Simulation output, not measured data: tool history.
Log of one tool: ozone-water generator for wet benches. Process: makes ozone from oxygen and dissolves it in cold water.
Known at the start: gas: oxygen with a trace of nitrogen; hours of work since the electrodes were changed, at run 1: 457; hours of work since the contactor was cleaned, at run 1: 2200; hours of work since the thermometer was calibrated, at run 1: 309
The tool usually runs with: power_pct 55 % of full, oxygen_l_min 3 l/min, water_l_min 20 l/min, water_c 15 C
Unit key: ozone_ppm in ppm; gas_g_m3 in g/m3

run	day	power_pct	oxygen_l_min	water_l_min	water_c	hours of work since the electrodes were changed	hours of work since the contactor was cleaned	hours of work since the thermometer was calibrated	ozone_ppm	gas_g_m3
1	0	55	3	20	15	457	2200	309	14.8	186.5
2	1.471	55	3	20	15	483	2226	335	14.9	186.5
3	2.983	94	3	20	15	510	2253	362	22.5	282
4	3.879	55	3	27	15	526	2269	378	10.9	184.9
5	5.362	55	3	20	15	553	2296	405	14.8	186.8
6	6.671	55	3	20	15	577	2320	429	14.6	183.9
7	8.142	55	3	20	15	603	2346	455	14.8	183.8
8	9.904	55	1.83	20	15	635	2378	487	13.6	246.5
9	10.688	55	3	20	15	649	2392	501	14.7	186
10	11.929	55	3	20	15	671	2414	523	14.7	185
11	13.646	55	3	20	15	702	2445	554	14.8	186.6
12	15.021	55	3	20	15	727	2470	579	14.7	183.5
13	15.817	82	3	20	15	741	2484	593	20	250.6
14	17.288	82	3	20	15	768	2511	620	20.1	251.7
15	18.908	55	3	20	15	797	2540	649	14.6	184.9
16	20.1	55	3	20	15	818	2561	670	14.5	185
17	21.517	55	3	20	15	844	2587	696	14.6	184.1
18	23.25	84	3.5	22	8	875	2618	727	19.8	234.2
19	24.004	86	1.57	23	22	888	2631	740	15.4	383.1
20	25.525	82	4.63	30	22	916	2659	768	12.6	193.6
21	26.954	46	3.57	18	22	941	2684	793	12.9	144.2
22	28.296	46	3.57	18	22	965	2708	818	12.9	143.9
23	29.525	53	2.05	14	7	988	2731	840	20.8	224.3
24	30.938	55	1.95	20	12	1013	2756	865	13.9	237.6
25	32.221	51	1.86	22	8	1036	2779	888	12	229.6
26	33.758	51	1.86	22	8	1064	2807	916	12.1	230.1
27	34.75	51	1.86	22	8	1082	2825	934	11.8	229.6
28	36.3	51	4.85	22	11	1109	2852	961	13.4	129.8
29	37.704	54	4.85	29	11	1135	2878	987	10.7	136.4
# day 38.633: contactor cleaned
30	39.412	79	3	20	15	1162	14	1014	20.3	242
31	40.621	55	2.66	15	19	1184	36	1036	18.5	196.2
32	42.338	55	2.66	15	8	1215	67	1067	20.9	196.9

3 ways to go on from here, each from the tool as it stands after run 32. What would each give?
A	43.079	55	3.97	17	12	1228	80	1080	?	?
B	43.079	68	2.15	15	11	1228	80	1080	?	?
C	43.079	55	3	15	15	1228	80	1080	?	?

run	ozone_ppm	gas_g_m3
A	18.4	153.7
B	23.5	262.6
C	19.3	181.7
With no hidden state in the tool, these same runs would have given:
run	ozone_ppm	gas_g_m3
A	18.9	157.4
B	24.2	270.2
C	19.9	186.1
